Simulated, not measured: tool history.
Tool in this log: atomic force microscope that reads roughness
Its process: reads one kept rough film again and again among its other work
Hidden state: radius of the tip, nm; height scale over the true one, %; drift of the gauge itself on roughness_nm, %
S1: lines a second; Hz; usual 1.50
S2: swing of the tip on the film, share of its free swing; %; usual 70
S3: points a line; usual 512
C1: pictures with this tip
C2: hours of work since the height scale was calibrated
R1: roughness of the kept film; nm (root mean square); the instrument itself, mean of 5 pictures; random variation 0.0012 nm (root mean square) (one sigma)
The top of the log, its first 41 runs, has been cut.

Run 42, hour 426.6: usual settings but S1 3.19 Hz; C1 211; C2 518. Result: R1 1.214 nm (root mean square).
At hour 432.5: new tip fitted.
Run 43, hour 433.2: usual settings but S1 3.19 Hz, S2 57 %, S3 258; C1 1; C2 521. Result: R1 1.271 nm (root mean square).
Run 44, hour 441.4: usual settings but S2 57 %, S3 425; C1 12; C2 526. Result: R1 1.305 nm (root mean square).
Run 45, hour 448.9: usual settings but S2 57 %, S3 425; C1 21; C2 531. Result: R1 1.304 nm (root mean square).
Run 46, hour 460.9: usual settings but S1 0.73 Hz, S2 79 %, S3 425; C1 37; C2 538. Result: R1 1.285 nm (root mean square).
Run 47, hour 470.3: usual settings but S1 0.73 Hz, S2 79 %, S3 425; C1 49; C2 543. Result: R1 1.284 nm (root mean square).
Run 48, hour 484.4: usual settings but S1 0.91 Hz, S3 333; C1 68; C2 552. Result: R1 1.294 nm (root mean square).
Run 49, hour 498.3: usual settings but S1 2.16 Hz, S3 670; C1 86; C2 560. Result: R1 1.252 nm (root mean square).
Run 50, hour 504.9: usual settings but S1 2.16 Hz, S3 670; C1 95; C2 564. Result: R1 1.249 nm (root mean square).
Run 51, hour 517.2: usual settings but S2 68 %; C1 111; C2 571. Result: R1 1.277 nm (root mean square).
Run 52, hour 531.0: usual settings but S2 63 %, S3 1004; C1 129; C2 580. Result: R1 1.292 nm (root mean square).
Run 53, hour 542.5: usual settings but S1 1.32 Hz, S2 87 %; C1 144; C2 586. Result: R1 1.215 nm (root mean square).
Run 54, hour 551.6: usual settings but S1 1.32 Hz, S2 87 %; C1 156; C2 592. Result: R1 1.215 nm (root mean square).

Each row is a separate what-if for the run after 54, all from the same tool condition, not one after another. Results?
Run A, hour 564.0: usual settings but S2 62 %; C1 172; C2 599. Result: R1 ?.
Run B, hour 564.0: usual settings but S1 1.32 Hz, S2 86 %; C1 172; C2 599. Result: R1 ?.
Run C, hour 564.0: usual settings but S1 0.55 Hz, S2 74 %, S3 260; C1 172; C2 599. Result: R1 ?.

run     R1
  A  1.292
  B  1.223
  C  1.300
With the hidden condition removed and each run's random variation left untouched, the same runs would have given:
run     R1
  A  1.292
  B  1.223
  C  1.300
